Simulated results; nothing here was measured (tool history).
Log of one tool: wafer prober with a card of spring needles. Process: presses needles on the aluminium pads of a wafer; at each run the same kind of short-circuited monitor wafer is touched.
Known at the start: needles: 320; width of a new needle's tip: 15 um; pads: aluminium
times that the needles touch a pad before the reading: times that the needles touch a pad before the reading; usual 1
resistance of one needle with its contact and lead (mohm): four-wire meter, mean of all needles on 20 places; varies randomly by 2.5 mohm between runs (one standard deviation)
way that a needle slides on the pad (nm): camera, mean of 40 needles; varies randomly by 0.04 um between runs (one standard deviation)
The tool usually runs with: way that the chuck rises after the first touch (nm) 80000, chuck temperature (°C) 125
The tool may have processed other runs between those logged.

run     day  way that the chuck rises after the first touch (nm)  chuck temperature (°C)  times that the needles touch a pad before the reading  resistance of one needle with its contact and lead (mohm)  way that a needle slides on the pad (nm)
  1       0                                                80000                     125                                                      1                                                        287                                     12060
  2   0.567                                                80000                     125                                                      1                                                        288                                     12030
  3   1.154                                                80000                     125                                                      1                                                        285                                     12120
      1.446  -- tips cleaned on abrasive film
  4   1.754                                                80000                     125                                                      1                                                        288                                     11920
  5   2.029                                                80000                     125                                                      1                                                        285                                     12100
  6   2.575                                                80000                     125                                                      1                                                        284                                     12010
  7   2.838                                               100000                     125                                                      1                                                        290                                     14980
  8   3.125                                                80000                     125                                                      2                                                        287                                     12040
      3.183  -- tips cleaned on abrasive film
  9   3.408                                                80000                     125                                                      2                                                        290                                     12020
 10   3.992                                                80000                      35                                                      1                                                        264                                     12020
 11   4.333                                                80000                      35                                                      1                                                        266                                     12060
 12   4.604                                                80000                      35                                                      1                                                        260                                     12110
      4.883  -- tips cleaned on abrasive film
 13   5.104                                                80000                      35                                                      1                                                        263                                     11970
 14   5.654                                                80000                      35                                                      1                                                        265                                     11910
 15   6.254                                                80000                      35                                                      1                                                        261                                     11960
      6.596  -- tips cleaned on abrasive film
 16   6.738                                                80000                      35                                                      1                                                        265                                     12130
 17   7.267                                                93000                     125                                                      1                                                        285                                     13900
 18   7.704                                                93000                     125                                                      1                                                        287                                     13860
 19   8.158                                                93000                     125                                                      1                                                        284                                     13860
      8.308  -- tips cleaned on abrasive film
 20   8.446                                                89000                     125                                                      1                                                        289                                     13310
 21   8.788                                                80000                      71                                                      1                                                        276                                     11990
 22   9.067                                                80000                      64                                                      3                                                        273                                     11920
 23   9.504                                                71000                     125                                                      3                                                        295                                     10560
 24   9.988                                                92000                     115                                                      1                                                        283                                     13700
     10.017  -- tips cleaned on abrasive film
 25  10.608                                                80000                     100                                                      1                                                        281                                     11860
 26  11.229                                                80000                      53                                                      1                                                        269                                     11890
 27  11.521                                                80000                      53                                                      1                                                        268                                     11810
     11.721  -- tips cleaned on abrasive film
 28  11.896                                                68000                      53                                                      3                                                        271                                     10070
 29  12.483                                                68000                      53                                                      3                                                        270                                     10100
 30  12.958                                                80000                     125                                                      3                                                        287                                     11820
     13.417  -- tips cleaned on abrasive film
 31  13.417                                                80000                     125                                                      3                                                        293                                     11840
 32  13.783                                                90000                      51                                                      1                                                        264                                     13320
 33  14.233                                                90000                      51                                                      1                                                        263                                     13280
 34  14.658                                                75000                      86                                                      2                                                        280                                     11100

Consider 4 possible next runs. They are alternatives, not a sequence: every one starts from the tool as it was left by run 34. What does each give?
     15.142  -- tips cleaned on abrasive film
  A  15.283                                                89000                      49                                                      1                                                          ?                                         ?
     15.142  -- tips cleaned on abrasive film
  B  15.283                                                80000                     108                                                      2                                                          ?                                         ?
     15.142  -- tips cleaned on abrasive film
  C  15.283                                                79000                      86                                                      2                                                          ?                                         ?
     15.142  -- tips cleaned on abrasive film
  D  15.283                                                94000                      86                                                      3                                                          ?                                         ?

run  resistance of one needle with its contact and lead (mohm)  way that a needle slides on the pad (nm)
  A                                                        263                                     13150
  B                                                        283                                     11860
  C                                                        276                                     11690
  D                                                        278                                     13930
With the hidden condition removed and each run's random variation left untouched, the same runs would have given:
run  resistance of one needle with its contact and lead (mohm)  way that a needle slides on the pad (nm)
  A                                                        263                                     13430
  B                                                        283                                     12120
  C                                                        276                                     11950
  D                                                        277                                     14230
